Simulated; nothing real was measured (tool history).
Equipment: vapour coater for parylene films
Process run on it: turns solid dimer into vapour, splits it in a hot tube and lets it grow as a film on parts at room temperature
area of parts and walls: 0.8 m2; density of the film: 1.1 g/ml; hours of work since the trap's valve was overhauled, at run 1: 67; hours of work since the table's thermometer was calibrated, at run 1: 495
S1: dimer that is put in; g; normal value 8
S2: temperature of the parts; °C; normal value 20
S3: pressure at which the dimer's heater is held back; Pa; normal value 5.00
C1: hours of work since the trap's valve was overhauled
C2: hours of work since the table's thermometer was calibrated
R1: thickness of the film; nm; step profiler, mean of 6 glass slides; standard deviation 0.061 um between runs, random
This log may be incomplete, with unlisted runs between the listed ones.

| run | hour | S1 | S2 | S3 | C1 | C2 | R1 |
|---|---|---|---|---|---|---|---|
| 1 | 0.0 | 8 | 20 | 5.00 | 67 | 495 | 7080 |
| 2 | 22.4 | 8 | 20 | 5.00 | 76 | 505 | 7080 |
| 3 | 46.8 | 8 | 24 | 5.00 | 86 | 515 | 5900 |
| 4 | 65.7 | 8 | 19 | 5.00 | 94 | 523 | 7490 |
| 5 | 93.1 | 8 | 13 | 5.00 | 105 | 534 | 8990 |
| 6 | 136.2 | 8 | 20 | 5.00 | 123 | 552 | 7240 |
| 7 | 168.0 | 8 | 20 | 5.00 | 137 | 565 | 7070 |
| 8 | 193.2 | 8 | 20 | 5.00 | 147 | 576 | 7230 |
| 9 | 219.9 | 8 | 20 | 5.00 | 158 | 587 | 7270 |
| 10 | 252.7 | 8 | 20 | 5.00 | 172 | 601 | 7160 |
| 11 | 291.9 | 8 | 20 | 5.00 | 188 | 617 | 7160 |
| 12 | 322.2 | 8 | 20 | 5.00 | 201 | 630 | 7110 |
| 13 | 363.0 | 8 | 20 | 5.00 | 218 | 646 | 7210 |
| 14 | 402.8 | 8 | 20 | 5.00 | 234 | 663 | 7160 |
| 15 | 437.3 | 8 | 19 | 5.00 | 249 | 677 | 7430 |
| 16 | 477.6 | 8 | 19 | 5.00 | 266 | 694 | 7470 |
| 17 | 500.0 | 8 | 20 | 5.00 | 275 | 704 | 7130 |
| 18 | 517.6 | 8 | 20 | 5.00 | 282 | 711 | 7150 |
| 19 | 560.7 | 8 | 20 | 5.00 | 300 | 729 | 7120 |
|  | 567.5 | trap's valve overhauled |
| 20 | 599.2 | 8 | 20 | 5.00 | 13 | 743 | 7200 |
| 21 | 617.6 | 8 | 20 | 5.00 | 21 | 751 | 7130 |
| 22 | 645.0 | 8 | 20 | 5.00 | 32 | 762 | 7260 |
| 23 | 676.1 | 8 | 20 | 6.84 | 45 | 775 | 6700 |
| 24 | 716.7 | 8 | 20 | 6.84 | 62 | 792 | 6700 |
| 25 | 739.5 | 8 | 18 | 2.79 | 72 | 802 | 8880 |
| 26 | 774.3 | 8 | 20 | 8.89 | 86 | 816 | 6510 |
| 27 | 798.1 | 7 | 15 | 2.09 | 96 | 826 | 7860 |
| 28 | 840.5 | 7 | 15 | 2.09 | 114 | 844 | 7850 |
| 29 | 876.3 | 4 | 28 | 5.97 | 129 | 859 | 2310 |
| 30 | 904.8 | 4 | 28 | 5.97 | 140 | 870 | 2330 |
| 31 | 943.2 | 4 | 28 | 5.97 | 156 | 887 | 2370 |
| 32 | 972.9 | 8 | 14 | 5.00 | 169 | 899 | 8900 |
| 33 | 1003.2 | 8 | 14 | 5.00 | 181 | 911 | 8950 |
| 34 | 1038.6 | 7 | 20 | 5.00 | 196 | 926 | 6230 |
| 35 | 1080.1 | 5 | 20 | 5.00 | 213 | 943 | 4540 |
| 36 | 1110.9 | 11 | 25 | 5.00 | 226 | 956 | 7680 |
| 37 | 1136.6 | 3 | 20 | 5.66 | 237 | 967 | 2610 |
| 38 | 1159.0 | 3 | 20 | 5.66 | 246 | 976 | 2640 |
| 39 | 1193.3 | 10 | 16 | 5.66 | 261 | 991 | 10760 |
| 40 | 1216.8 | 5 | 12 | 2.10 | 270 | 1000 | 5500 |
| 41 | 1249.7 | 5 | 18 | 2.17 | 284 | 1014 | 5510 |
| 42 | 1282.3 | 5 | 18 | 2.17 | 298 | 1028 | 5520 |
|  | 1294.7 | trap's valve overhauled |
| 43 | 1310.6 | 8 | 20 | 3.84 | 7 | 1038 | 7650 |
| 44 | 1338.7 | 3 | 21 | 2.57 | 18 | 1050 | 2920 |

What will run 45 give?
| 45 | 1367.7 | 7 | 21 | 6.43 | 30 | 1062 | ? |

{"run 45": {"R1": 5680}}
With the hidden condition absent and the run-to-run variation left alone, this run would have shown R1 5680 nm.

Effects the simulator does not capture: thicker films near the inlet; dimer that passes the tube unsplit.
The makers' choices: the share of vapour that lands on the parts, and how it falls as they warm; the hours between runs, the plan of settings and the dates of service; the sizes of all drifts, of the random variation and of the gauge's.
